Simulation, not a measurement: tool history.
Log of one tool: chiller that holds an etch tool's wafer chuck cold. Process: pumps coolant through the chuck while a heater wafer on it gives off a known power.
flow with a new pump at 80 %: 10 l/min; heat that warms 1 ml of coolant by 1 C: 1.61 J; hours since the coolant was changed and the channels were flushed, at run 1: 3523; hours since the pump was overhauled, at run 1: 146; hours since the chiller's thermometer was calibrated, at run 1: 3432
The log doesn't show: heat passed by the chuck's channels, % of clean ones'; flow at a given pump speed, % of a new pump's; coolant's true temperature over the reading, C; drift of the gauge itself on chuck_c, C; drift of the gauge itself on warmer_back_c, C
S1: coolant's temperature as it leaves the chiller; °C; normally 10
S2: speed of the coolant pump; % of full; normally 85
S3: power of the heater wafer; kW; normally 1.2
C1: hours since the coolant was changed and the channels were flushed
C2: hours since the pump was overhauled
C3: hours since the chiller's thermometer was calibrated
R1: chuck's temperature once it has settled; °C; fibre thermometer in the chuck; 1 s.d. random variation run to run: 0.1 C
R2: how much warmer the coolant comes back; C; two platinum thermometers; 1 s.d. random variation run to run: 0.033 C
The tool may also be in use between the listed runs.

run,day,S1,S2,S3,C1,C2,C3,R1,R2
1,0,10,85,1.2,3523,146,3432,18.3,4.19
2,1.746,10,85,1.2,3565,188,3474,18.4,4.22
3,4.65,10,85,1.2,3635,258,3544,18.1,4.24
4,7.15,10,85,1.2,3695,318,3604,18.4,4.25
5,9.079,10,85,0.924,3741,364,3650,16.3,3.29
6,12.075,10,85,0.924,3813,436,3722,16.4,3.31
7,14.708,10,85,0.924,3876,499,3785,16.3,3.32
8,17.325,10,85,0.924,3939,562,3848,16.4,3.32
9,20.367,10,85,0.924,4012,635,3921,16.4,3.45
10,21.912,10,85,0.924,4049,672,3958,16.6,3.42
11,23.546,10,85,0.924,4088,711,3997,16.6,3.35
12,25.008,10,85,1.2,4123,747,4033,18.4,4.34
13,28.171,10,85,0.712,4199,822,4108,15,2.69
14,30.65,1,75,0.877,4259,882,4168,7.6,3.63
15,32.758,1,75,0.877,4309,932,4218,7.6,3.63
16,35.583,1,75,0.877,4377,1000,4286,7.3,3.67
17,38.317,1,75,0.877,4443,1066,4352,7.4,3.67
18,41.712,1,75,0.877,4524,1147,4433,7.4,3.66
19,44.288,10,75,1.697,4586,1209,4495,22.6,6.92
20,47.342,12,78,1.577,4659,1282,4568,23.5,6.25
21,49.896,10,64,0.961,4721,1344,4630,17.9,4.66
# day 50.783: gauge calibrated
22,52.292,10,64,0.961,4778,1401,4687,18,4.42
23,54.825,10,88,1.2,4839,1462,4748,18.2,4.05
24,57.079,10,88,1.2,4893,1516,4802,18.1,4.07
# day 57.992: coolant changed, channels flushed
25,59.238,15,100,1.72,30,1562,4848,25.7,5.2
26,60.875,2,77,1.628,69,1601,4887,14,6.34

What if the next run were any one of these 3? Each begins from the tool's condition after run 26:
A,64.112,2,77,1.331,147,1679,4965,?,?
B,64.112,16,77,1.457,147,1679,4965,?,?
C,64.112,3,82,1.101,147,1679,4965,?,?

run,R1,R2
A,11.8,5.12
B,26.7,5.75
C,11,4.03
Without the tool's hidden state the same runs would have given:
run,R1,R2
A,11.7,5.06
B,26.6,5.69
C,11,3.97
